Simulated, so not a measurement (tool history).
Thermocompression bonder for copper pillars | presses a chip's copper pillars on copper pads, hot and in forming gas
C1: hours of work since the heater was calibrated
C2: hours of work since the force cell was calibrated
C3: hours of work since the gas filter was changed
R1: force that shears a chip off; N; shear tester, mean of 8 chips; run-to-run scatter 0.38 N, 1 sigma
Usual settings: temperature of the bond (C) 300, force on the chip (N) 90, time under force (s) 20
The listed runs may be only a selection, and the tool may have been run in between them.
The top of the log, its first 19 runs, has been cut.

Run 20, hour 270.1: usual settings; C1 987; C2 416; C3 394. Result: R1 65.4 N.
Run 21, hour 283.2: usual settings but time under force (s) 50; C1 996; C2 425; C3 403. Result: R1 80.8 N.
Run 22, hour 302.0: usual settings but force on the chip (N) 113, time under force (s) 23; C1 1009; C2 438; C3 416. Result: R1 76.5 N.
Run 23, hour 317.1: usual settings but temperature of the bond (C) 309, force on the chip (N) 113, time under force (s) 12; C1 1020; C2 448; C3 427. Result: R1 69.9 N.
Run 24, hour 335.4: usual settings but temperature of the bond (C) 309, force on the chip (N) 113, time under force (s) 12; C1 1032; C2 461; C3 439. Result: R1 69.5 N.
Run 25, hour 344.4: usual settings but temperature of the bond (C) 309, force on the chip (N) 113, time under force (s) 12; C1 1038; C2 467; C3 445. Result: R1 68.7 N.
Run 26, hour 356.5: usual settings but time under force (s) 22; C1 1047; C2 475; C3 454. Result: R1 66.6 N.
Run 27, hour 366.6: usual settings but temperature of the bond (C) 292, time under force (s) 12; C1 1053; C2 482; C3 461. Result: R1 51.4 N.
Run 28, hour 378.1: usual settings but temperature of the bond (C) 292, time under force (s) 12; C1 1061; C2 490; C3 468. Result: R1 51.1 N.
At hour 379.4: gauge calibrated.
Run 29, hour 388.2: usual settings but temperature of the bond (C) 292, force on the chip (N) 105, time under force (s) 16; C1 1068; C2 497; C3 475. Result: R1 64.5 N.
Run 30, hour 405.2: usual settings but temperature of the bond (C) 299; C1 1080; C2 509; C3 487. Result: R1 65.8 N.
At hour 408.5: forming gas filter changed.
Run 31, hour 418.9: usual settings but temperature of the bond (C) 299; C1 1089; C2 518; C3 7. Result: R1 66.1 N.
Run 32, hour 431.2: usual settings but temperature of the bond (C) 299, force on the chip (N) 74, time under force (s) 59; C1 1097; C2 526; C3 16. Result: R1 77.2 N.
Run 33, hour 449.2: usual settings but temperature of the bond (C) 318, force on the chip (N) 85, time under force (s) 49; C1 1110; C2 538; C3 28. Result: R1 88.0 N.
Run 34, hour 465.9: usual settings but temperature of the bond (C) 292, force on the chip (N) 78, time under force (s) 31; C1 1121; C2 550; C3 39. Result: R1 63.6 N.
Run 35, hour 479.0: usual settings but temperature of the bond (C) 297, force on the chip (N) 58, time under force (s) 26; C1 1130; C2 559; C3 48. Result: R1 51.5 N.
Run 36, hour 495.7: usual settings but temperature of the bond (C) 297, force on the chip (N) 58, time under force (s) 26; C1 1142; C2 570; C3 60. Result: R1 50.5 N.
Run 37, hour 508.7: usual settings but temperature of the bond (C) 272, force on the chip (N) 63, time under force (s) 10; C1 1150; C2 579; C3 69. Result: R1 28.6 N.
Run 38, hour 519.0: usual settings but temperature of the bond (C) 272, force on the chip (N) 63, time under force (s) 10; C1 1157; C2 586; C3 76. Result: R1 28.1 N.
Run 39, hour 533.8: usual settings but temperature of the bond (C) 280, force on the chip (N) 70, time under force (s) 25; C1 1168; C2 596; C3 86. Result: R1 48.8 N.

Branching from run 39: 3 alternative next runs. What would each branch give?
Run A, hour 551.3: usual settings but force on the chip (N) 76, time under force (s) 12; C1 1180; C2 608; C3 98. Result: R1 ?.
Run B, hour 551.3: usual settings but temperature of the bond (C) 280, force on the chip (N) 70, time under force (s) 21; C1 1180; C2 608; C3 98. Result: R1 ?.
Run C, hour 551.3: usual settings but temperature of the bond (C) 280, force on the chip (N) 75, time under force (s) 58; C1 1180; C2 608; C3 98. Result: R1 ?.

run    R1
  A  50.5
  B  44.9
  C  66.5
What these runs would have given with no unlogged condition in the tool:
run    R1
  A  51.3
  B  45.7
  C  67.5
